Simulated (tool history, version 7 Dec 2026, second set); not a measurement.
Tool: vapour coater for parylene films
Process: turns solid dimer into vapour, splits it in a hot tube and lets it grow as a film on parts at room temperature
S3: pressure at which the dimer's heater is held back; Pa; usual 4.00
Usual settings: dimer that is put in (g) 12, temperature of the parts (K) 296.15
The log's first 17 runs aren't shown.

run 18 day=39.171 | dimer_that_is_put_in_(g)=12 temperature_of_the_parts_(K)=296.15 S3=4.00 | thickness_of_the_film_(nm)=7380
run 19 day=42.021 | dimer_that_is_put_in_(g)=12 temperature_of_the_parts_(K)=296.15 S3=4.00 | thickness_of_the_film_(nm)=7490
run 20 day=44.342 | dimer_that_is_put_in_(g)=12 temperature_of_the_parts_(K)=296.15 S3=4.00 | thickness_of_the_film_(nm)=7520
run 21 day=45.762 | dimer_that_is_put_in_(g)=12 temperature_of_the_parts_(K)=296.15 S3=4.00 | thickness_of_the_film_(nm)=7400
-- day=46.583 table's thermometer calibrated
run 22 day=48.696 | dimer_that_is_put_in_(g)=12 temperature_of_the_parts_(K)=296.15 S3=4.00 | thickness_of_the_film_(nm)=7310
-- day=49.400 trap's valve overhauled
run 23 day=51.325 | dimer_that_is_put_in_(g)=12 temperature_of_the_parts_(K)=304.15 S3=4.00 | thickness_of_the_film_(nm)=5290
run 24 day=52.975 | dimer_that_is_put_in_(g)=12 temperature_of_the_parts_(K)=304.15 S3=4.00 | thickness_of_the_film_(nm)=5250
run 25 day=55.542 | dimer_that_is_put_in_(g)=9 temperature_of_the_parts_(K)=301.15 S3=4.00 | thickness_of_the_film_(nm)=4460
run 26 day=57.475 | dimer_that_is_put_in_(g)=9 temperature_of_the_parts_(K)=301.15 S3=4.00 | thickness_of_the_film_(nm)=4480
run 27 day=59.658 | dimer_that_is_put_in_(g)=9 temperature_of_the_parts_(K)=301.15 S3=4.00 | thickness_of_the_film_(nm)=4520
run 28 day=61.996 | dimer_that_is_put_in_(g)=6 temperature_of_the_parts_(K)=307.15 S3=11.46 | thickness_of_the_film_(nm)=2040
-- day=62.400 trap's valve overhauled
run 29 day=65.033 | dimer_that_is_put_in_(g)=6 temperature_of_the_parts_(K)=307.15 S3=11.46 | thickness_of_the_film_(nm)=2040
run 30 day=67.138 | dimer_that_is_put_in_(g)=6 temperature_of_the_parts_(K)=307.15 S3=11.46 | thickness_of_the_film_(nm)=2040
run 31 day=68.879 | dimer_that_is_put_in_(g)=6 temperature_of_the_parts_(K)=307.15 S3=11.46 | thickness_of_the_film_(nm)=2080
run 32 day=71.525 | dimer_that_is_put_in_(g)=6 temperature_of_the_parts_(K)=307.15 S3=11.46 | thickness_of_the_film_(nm)=2020
run 33 day=73.512 | dimer_that_is_put_in_(g)=7 temperature_of_the_parts_(K)=290.15 S3=8.46 | thickness_of_the_film_(nm)=5050

Run 34 comes next. What will it give?
-- day=75.504 trap's valve overhauled
run 34 day=75.962 | dimer_that_is_put_in_(g)=15 temperature_of_the_parts_(K)=301.15 S3=5.09 | thickness_of_the_film_(nm)=?

Run 34 gave thickness of the film (nm) 7210.
Without the tool's hidden state the same run would have given thickness of the film (nm) 7220.
